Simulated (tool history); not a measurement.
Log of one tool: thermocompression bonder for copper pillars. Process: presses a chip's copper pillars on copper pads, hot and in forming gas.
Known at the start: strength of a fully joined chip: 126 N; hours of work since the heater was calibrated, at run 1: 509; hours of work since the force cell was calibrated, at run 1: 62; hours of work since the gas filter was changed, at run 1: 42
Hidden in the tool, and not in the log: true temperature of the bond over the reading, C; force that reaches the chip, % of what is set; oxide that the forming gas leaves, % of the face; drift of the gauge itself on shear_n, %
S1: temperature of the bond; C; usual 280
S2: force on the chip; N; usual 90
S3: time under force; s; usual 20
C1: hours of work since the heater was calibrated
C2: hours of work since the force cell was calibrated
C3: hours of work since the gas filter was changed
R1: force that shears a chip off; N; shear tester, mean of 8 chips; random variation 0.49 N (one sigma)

run	day	S1	S2	S3	C1	C2	C3	R1
1	0.000	280	90	20	509	62	42	65.8
2	2.762	280	90	20	561	114	94	64.4
3	4.204	280	90	20	588	141	121	64.6
4	6.192	280	90	20	625	178	158	62.8
5	8.375	280	90	20	666	219	199	61.5
# day 9.162: forming gas filter changed
6	10.971	280	90	20	715	268	34	63.4
7	12.450	280	90	20	742	295	62	64.2
# day 12.667: heater calibrated with a thermocouple chip
8	14.450	280	90	20	33	331	98	62.4
9	16.692	277	114	20	75	373	140	66.9
10	19.188	277	114	20	122	420	186	66.0
# day 20.800: forming gas filter changed
11	21.517	286	90	20	166	463	13	64.7
12	23.317	252	130	20	199	497	47	52.2
13	24.938	280	64	15	230	527	78	44.2
# day 26.267: heater calibrated with a thermocouple chip, once more
14	26.508	280	64	15	5	555	105	51.0

The same runs without the tool's hidden state, with the same run-to-run variation:
run	R1
1	70.5
2	70.1
3	71.0
4	69.9
5	69.4
6	69.8
7	71.3
8	70.9
9	76.6
10	76.8
11	73.4
12	61.7
13	52.7
14	53.2

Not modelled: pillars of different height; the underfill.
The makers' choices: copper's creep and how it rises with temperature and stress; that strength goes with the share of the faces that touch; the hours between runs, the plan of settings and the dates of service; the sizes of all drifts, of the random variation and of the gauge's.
